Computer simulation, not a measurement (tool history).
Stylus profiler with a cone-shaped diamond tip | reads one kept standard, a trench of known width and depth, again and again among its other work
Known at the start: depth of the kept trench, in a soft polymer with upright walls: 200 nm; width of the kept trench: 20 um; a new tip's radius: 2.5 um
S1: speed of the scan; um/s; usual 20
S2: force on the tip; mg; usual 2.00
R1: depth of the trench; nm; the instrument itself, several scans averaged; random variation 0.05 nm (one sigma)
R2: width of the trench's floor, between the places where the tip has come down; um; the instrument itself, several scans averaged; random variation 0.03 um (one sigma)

Run 1, day 0.000: usual settings. Result: R1 201.20 nm, R2 17.58 um.
Run 2, day 0.367: usual settings but S1 45 um/s. Result: R1 201.08 nm, R2 17.38 um.
Run 3, day 1.088: usual settings but S1 45 um/s. Result: R1 201.24 nm, R2 17.46 um.
Run 4, day 1.538: usual settings but S1 45 um/s. Result: R1 201.17 nm, R2 17.46 um.
Run 5, day 1.979: usual settings but S1 45 um/s. Result: R1 201.23 nm, R2 17.47 um.
Run 6, day 2.567: usual settings but S1 46 um/s. Result: R1 201.19 nm, R2 17.40 um.
Run 7, day 3.221: usual settings but S1 46 um/s. Result: R1 201.23 nm, R2 17.40 um.
Run 8, day 3.883: usual settings but S1 46 um/s. Result: R1 201.32 nm, R2 17.42 um.
Run 9, day 4.438: usual settings but S1 46 um/s. Result: R1 201.22 nm, R2 17.40 um.
Run 10, day 4.850: usual settings but S1 46 um/s. Result: R1 201.32 nm, R2 17.38 um.
Run 11, day 5.629: usual settings but S1 46 um/s. Result: R1 201.35 nm, R2 17.39 um.
Run 12, day 6.104: usual settings but S1 46 um/s. Result: R1 201.26 nm, R2 17.34 um.
Run 13, day 6.462: usual settings. Result: R1 201.24 nm, R2 17.43 um.
Run 14, day 7.225: usual settings. Result: R1 201.27 nm, R2 17.42 um.
Run 15, day 7.938: usual settings but S1 9 um/s, S2 1.79 mg. Result: R1 201.27 nm, R2 17.48 um.
Run 16, day 8.525: usual settings but S1 43 um/s, S2 1.97 mg. Result: R1 201.31 nm, R2 17.35 um.
Run 17, day 9.183: usual settings but S1 25 um/s, S2 2.40 mg. Result: R1 201.47 nm, R2 17.40 um.
Run 18, day 9.633: usual settings but S1 34 um/s, S2 1.44 mg. Result: R1 201.11 nm, R2 17.33 um.
Run 19, day 10.296: usual settings but S1 36 um/s, S2 3.30 mg. Result: R1 201.75 nm, R2 17.33 um.
Run 20, day 10.992: usual settings but S1 36 um/s, S2 3.30 mg. Result: R1 201.75 nm, R2 17.35 um.
Run 21, day 11.812: usual settings but S1 10 um/s, S2 2.80 mg. Result: R1 201.68 nm, R2 17.42 um.
Run 22, day 12.500: usual settings but S1 10 um/s, S2 2.80 mg. Result: R1 201.70 nm, R2 17.39 um.
Run 23, day 12.954: usual settings but S1 21 um/s, S2 2.40 mg. Result: R1 201.39 nm, R2 17.36 um.
Run 24, day 13.483: usual settings but S1 21 um/s, S2 2.40 mg. Result: R1 201.53 nm, R2 17.35 um.
Run 25, day 14.279: usual settings but S1 6 um/s, S2 1.92 mg. Result: R1 201.24 nm, R2 17.41 um.

Some steps in R1 between neighbouring runs. How much of each would the tool show without its hidden state too (settings, what came in, random variation), and how much is left for the hidden state, with any gauge scatter that isn't in both results?
The hidden state here: radius of the tip, um; height scale over the true one, %; drift of the gauge itself on depth_nm, %; drift of the gauge itself on floor_um, %.
Run 3 -> 4: no setting changed, nothing entered. R1 -0.07 nm: hidden state +0.01, all else -0.08.
Run 5 -> 6: S1 45 -> 46. R1 -0.04 nm: hidden state +0.01, all else -0.05.
Run 17 -> 18: S1 25 -> 34, S2 2.40 -> 1.44. R1 -0.36 nm: hidden state +0.01, all else -0.37.
Run 18 -> 19: S1 34 -> 36, S2 1.44 -> 3.30. R1 +0.64 nm: hidden state +0.00, all else +0.64.
